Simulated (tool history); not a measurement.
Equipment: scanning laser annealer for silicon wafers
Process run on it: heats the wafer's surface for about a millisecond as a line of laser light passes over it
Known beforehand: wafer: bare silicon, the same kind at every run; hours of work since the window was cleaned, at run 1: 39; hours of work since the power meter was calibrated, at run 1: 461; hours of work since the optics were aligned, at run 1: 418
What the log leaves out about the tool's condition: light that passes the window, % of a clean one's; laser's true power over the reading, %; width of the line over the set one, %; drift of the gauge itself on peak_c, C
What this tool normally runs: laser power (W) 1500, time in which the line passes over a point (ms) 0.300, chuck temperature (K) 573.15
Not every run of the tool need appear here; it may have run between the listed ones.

| run | day | laser power (W) | time in which the line passes over a point (ms) | chuck temperature (K) | hours of work since the window was cleaned | hours of work since the power meter was calibrated | hours of work since the optics were aligned | highest temperature of the surface (K) |
|---|---|---|---|---|---|---|---|---|
| 1 | 0.000 | 1500 | 0.300 | 573.15 | 39 | 461 | 418 | 1370.15 |
| 2 | 0.567 | 1500 | 0.300 | 573.15 | 49 | 472 | 428 | 1369.15 |
| 3 | 1.325 | 1500 | 0.300 | 573.15 | 63 | 486 | 442 | 1369.15 |
| 4 | 2.029 | 1500 | 0.300 | 573.15 | 77 | 499 | 456 | 1370.15 |
| 5 | 2.867 | 1500 | 0.300 | 573.15 | 92 | 515 | 471 | 1365.15 |
| 6 | 3.612 | 1500 | 0.328 | 573.15 | 106 | 528 | 485 | 1404.15 |
| 7 | 4.271 | 1500 | 0.300 | 573.15 | 119 | 541 | 497 | 1363.15 |
| 8 | 5.075 | 1500 | 0.300 | 573.15 | 134 | 556 | 512 | 1364.15 |
| 9 | 5.504 | 1479 | 0.300 | 573.15 | 142 | 564 | 521 | 1351.15 |
| 10 | 6.050 | 1595 | 0.300 | 573.15 | 152 | 574 | 531 | 1423.15 |
| 11 | 6.458 | 1595 | 0.300 | 573.15 | 159 | 582 | 538 | 1424.15 |
| 12 | 6.921 | 1500 | 0.300 | 573.15 | 168 | 590 | 547 | 1362.15 |
| 13 | 7.638 | 1500 | 0.300 | 537.15 | 181 | 604 | 560 | 1326.15 |
| 14 | 8.208 | 1500 | 0.300 | 559.15 | 192 | 614 | 571 | 1348.15 |
| 15 | 8.900 | 1534 | 0.363 | 580.15 | 205 | 627 | 584 | 1473.15 |
| 16 | 9.717 | 1321 | 0.363 | 576.15 | 220 | 642 | 599 | 1319.15 |
| 17 | 10.238 | 1478 | 0.301 | 593.15 | 230 | 652 | 609 | 1366.15 |
| 18 | 10.979 | 1450 | 0.291 | 552.15 | 244 | 666 | 623 | 1296.15 |
| 19 | 11.471 | 1450 | 0.291 | 552.15 | 253 | 675 | 632 | 1296.15 |
|  | 11.658 | laser's power meter calibrated |
| 20 | 12.225 | 1516 | 0.237 | 573.15 | 265 | 11 | 644 | 1276.15 |
| 21 | 12.588 | 1430 | 0.221 | 573.15 | 272 | 17 | 651 | 1203.15 |
| 22 | 12.983 | 1556 | 0.322 | 557.15 | 279 | 25 | 658 | 1405.15 |
| 23 | 13.792 | 1556 | 0.322 | 557.15 | 294 | 40 | 673 | 1403.15 |
| 24 | 14.304 | 1311 | 0.378 | 536.15 | 304 | 49 | 683 | 1279.15 |
| 25 | 14.867 | 1520 | 0.325 | 569.15 | 314 | 60 | 693 | 1395.15 |
| 26 | 15.358 | 1469 | 0.281 | 552.15 | 323 | 69 | 702 | 1285.15 |
|  | 15.821 | laser's power meter calibrated, once more |
| 27 | 15.979 | 1529 | 0.354 | 548.15 | 333 | 3 | 712 | 1420.15 |
| 28 | 16.333 | 1610 | 0.248 | 559.15 | 339 | 10 | 718 | 1329.15 |

Forecast each of these 4 alternatives for the next run:
| A | 17.058 | 1610 | 0.295 | 538.15 | 353 | 23 | 732 | ? |
| B | 17.058 | 1610 | 0.379 | 599.15 | 353 | 23 | 732 | ? |
| C | 17.058 | 1600 | 0.220 | 565.15 | 353 | 23 | 732 | ? |
| D | 17.058 | 1500 | 0.320 | 592.15 | 353 | 23 | 732 | ? |

| run | highest temperature of the surface (K) |
|---|---|
| A | 1375.15 |
| B | 1555.15 |
| C | 1287.15 |
| D | 1398.15 |
With no hidden state in the tool, these same runs would have given:
| run | highest temperature of the surface (K) |
|---|---|
| A | 1404.15 |
| B | 1586.15 |
| C | 1311.15 |
| D | 1424.15 |
